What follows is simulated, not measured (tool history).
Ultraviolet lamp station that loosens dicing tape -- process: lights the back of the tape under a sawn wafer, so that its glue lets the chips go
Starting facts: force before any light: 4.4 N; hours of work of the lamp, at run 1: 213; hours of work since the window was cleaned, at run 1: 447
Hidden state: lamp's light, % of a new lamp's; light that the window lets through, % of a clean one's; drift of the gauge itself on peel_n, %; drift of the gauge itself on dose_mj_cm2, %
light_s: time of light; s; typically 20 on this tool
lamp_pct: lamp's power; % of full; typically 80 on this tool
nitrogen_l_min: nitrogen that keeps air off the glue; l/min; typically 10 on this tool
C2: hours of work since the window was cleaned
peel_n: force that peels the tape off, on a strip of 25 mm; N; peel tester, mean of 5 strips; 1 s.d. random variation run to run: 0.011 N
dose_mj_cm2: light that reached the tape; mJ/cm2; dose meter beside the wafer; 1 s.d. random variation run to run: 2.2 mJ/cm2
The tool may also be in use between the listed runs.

Run 1, day 0: usual settings; hours of work of the lamp 213; C2 447. Result: peel_n 0.705 N, dose_mj_cm2 161 mJ/cm2.
Run 2, day 0.383: usual settings; hours of work of the lamp 218; C2 452. Result: peel_n 0.758 N, dose_mj_cm2 165 mJ/cm2.
Run 3, day 0.612: usual settings; hours of work of the lamp 221; C2 455. Result: peel_n 0.711 N, dose_mj_cm2 159 mJ/cm2.
Run 4, day 0.942: usual settings; hours of work of the lamp 225; C2 460. Result: peel_n 0.741 N, dose_mj_cm2 158 mJ/cm2.
Run 5, day 1.342: usual settings but nitrogen_l_min 19 l/min; hours of work of the lamp 231; C2 465. Result: peel_n 0.553 N, dose_mj_cm2 158 mJ/cm2.
Run 6, day 1.662: usual settings but light_s 37 s; hours of work of the lamp 235; C2 469. Result: peel_n 0.227 N, dose_mj_cm2 293 mJ/cm2.
Run 7, day 1.85: usual settings but light_s 37 s; hours of work of the lamp 238; C2 472. Result: peel_n 0.224 N, dose_mj_cm2 291 mJ/cm2.
Run 8, day 2.125: usual settings but light_s 37 s; hours of work of the lamp 242; C2 476. Result: peel_n 0.234 N, dose_mj_cm2 293 mJ/cm2.
Run 9, day 2.5: usual settings but light_s 23 s, nitrogen_l_min 12 l/min; hours of work of the lamp 247; C2 481. Result: peel_n 0.54 N, dose_mj_cm2 182 mJ/cm2.
At day 2.579: window cleaned of glue's vapour.
Run 10, day 2.9: usual settings but light_s 19 s, nitrogen_l_min 5 l/min; hours of work of the lamp 252; C2 4. Result: peel_n 0.972 N, dose_mj_cm2 169 mJ/cm2.
Run 11, day 3.067: usual settings but light_s 24 s, lamp_pct 63 % of full, nitrogen_l_min 4 l/min; hours of work of the lamp 254; C2 7. Result: peel_n 1.084 N, dose_mj_cm2 168 mJ/cm2.
Run 12, day 3.354: usual settings but lamp_pct 65 % of full, nitrogen_l_min 3 l/min; hours of work of the lamp 258; C2 11. Result: peel_n 1.496 N, dose_mj_cm2 145 mJ/cm2.
Run 13, day 3.571: usual settings but light_s 29 s, lamp_pct 65 % of full, nitrogen_l_min 3 l/min; hours of work of the lamp 261; C2 13. Result: peel_n 0.975 N, dose_mj_cm2 207 mJ/cm2.
Run 14, day 3.967: usual settings but light_s 29 s, lamp_pct 87 % of full, nitrogen_l_min 3 l/min; hours of work of the lamp 266; C2 19. Result: peel_n 0.604 N, dose_mj_cm2 282 mJ/cm2.
Run 15, day 4.375: usual settings but light_s 29 s, lamp_pct 87 % of full, nitrogen_l_min 3 l/min; hours of work of the lamp 272; C2 24. Result: peel_n 0.581 N, dose_mj_cm2 280 mJ/cm2.

Forecast each of these 4 alternatives for the next run:
Run A, day 4.625: usual settings but light_s 14 s, lamp_pct 84 % of full, nitrogen_l_min 3 l/min; hours of work of the lamp 275; C2 28. Result: peel_n ?, dose_mj_cm2 ?.
Run B, day 4.625: usual settings but light_s 15 s, lamp_pct 87 % of full, nitrogen_l_min 17 l/min; hours of work of the lamp 275; C2 28. Result: peel_n ?, dose_mj_cm2 ?.
Run C, day 4.625: usual settings but light_s 33 s; hours of work of the lamp 275; C2 28. Result: peel_n ?, dose_mj_cm2 ?.
Run D, day 4.625: usual settings but light_s 24 s, lamp_pct 98 % of full, nitrogen_l_min 3 l/min; hours of work of the lamp 275; C2 28. Result: peel_n ?, dose_mj_cm2 ?.

run  peel_n  dose_mj_cm2
  A    1.65          126
  B   0.671          139
  C   0.228          286
  D   0.701          255
Without the tool's unlogged condition, the same runs would have read:
run  peel_n  dose_mj_cm2
  A   1.408          147
  B   0.506          163
  C   0.168          334
  D   0.529          298

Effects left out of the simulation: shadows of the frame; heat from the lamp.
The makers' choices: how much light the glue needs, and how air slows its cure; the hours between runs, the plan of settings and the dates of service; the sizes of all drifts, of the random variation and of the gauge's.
